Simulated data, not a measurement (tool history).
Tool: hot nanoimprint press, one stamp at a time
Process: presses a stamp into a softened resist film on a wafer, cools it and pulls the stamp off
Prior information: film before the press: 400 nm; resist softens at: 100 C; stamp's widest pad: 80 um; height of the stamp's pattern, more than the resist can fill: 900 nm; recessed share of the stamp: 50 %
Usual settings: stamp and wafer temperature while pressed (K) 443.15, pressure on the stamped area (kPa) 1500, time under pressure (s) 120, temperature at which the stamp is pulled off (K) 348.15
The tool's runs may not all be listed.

| run | hour | stamp and wafer temperature while pressed (K) | pressure on the stamped area (kPa) | time under pressure (s) | temperature at which the stamp is pulled off (K) | resist left under the stamp's widest pad (Å) | greatest force while the stamp is pulled off (N) |
|---|---|---|---|---|---|---|---|
| 1 | 0 | 443.15 | 1500 | 120 | 348.15 | 1644 | 114 |
| 2 | 12.5 | 443.15 | 1500 | 120 | 348.15 | 1641 | 114 |
| 3 | 19.7 | 443.15 | 1500 | 120 | 348.15 | 1652 | 111 |
| 4 | 32 | 443.15 | 1500 | 120 | 348.15 | 1655 | 116 |
|  | 36 | plate thermocouple calibrated |
| 5 | 47.1 | 443.15 | 1500 | 89 | 348.15 | 1888 | 115 |
| 6 | 53.7 | 436.15 | 1480 | 64 | 348.15 | 2792 | 115 |
| 7 | 65.3 | 436.15 | 1480 | 64 | 348.15 | 2813 | 119 |
| 8 | 72.1 | 436.15 | 1480 | 64 | 348.15 | 2800 | 117 |
| 9 | 83.2 | 436.15 | 1930 | 83 | 348.15 | 2412 | 117 |
|  | 92.5 | plate thermocouple calibrated, once more |
| 10 | 96.4 | 443.15 | 1500 | 79 | 355.15 | 1915 | 99 |

Subtracting, for every run, the result it would have given without the tool's unlogged condition from the measured result gives the following. The same run-to-run variation enters both numbers; the gauge's scatter may not:
Hidden state present: true temperature over the reading, C; pressure that arrives at the usual setting, %; grip of the stamp's worn release coat, % over a new coat's; drift of the gauge itself on residual_nm, %; drift of the gauge itself on pull_off_n, %.
| run | resist left under the stamp's widest pad (Å) | greatest force while the stamp is pulled off (N) |
|---|---|---|
| 1 | +27 | +11 |
| 2 | +30 | +12 |
| 3 | +32 | +12 |
| 4 | +36 | +14 |
| 5 | +66 | +15 |
| 6 | +75 | +15 |
| 7 | +80 | +17 |
| 8 | +82 | +17 |
| 9 | +91 | +18 |
| 10 | +4 | +15 |
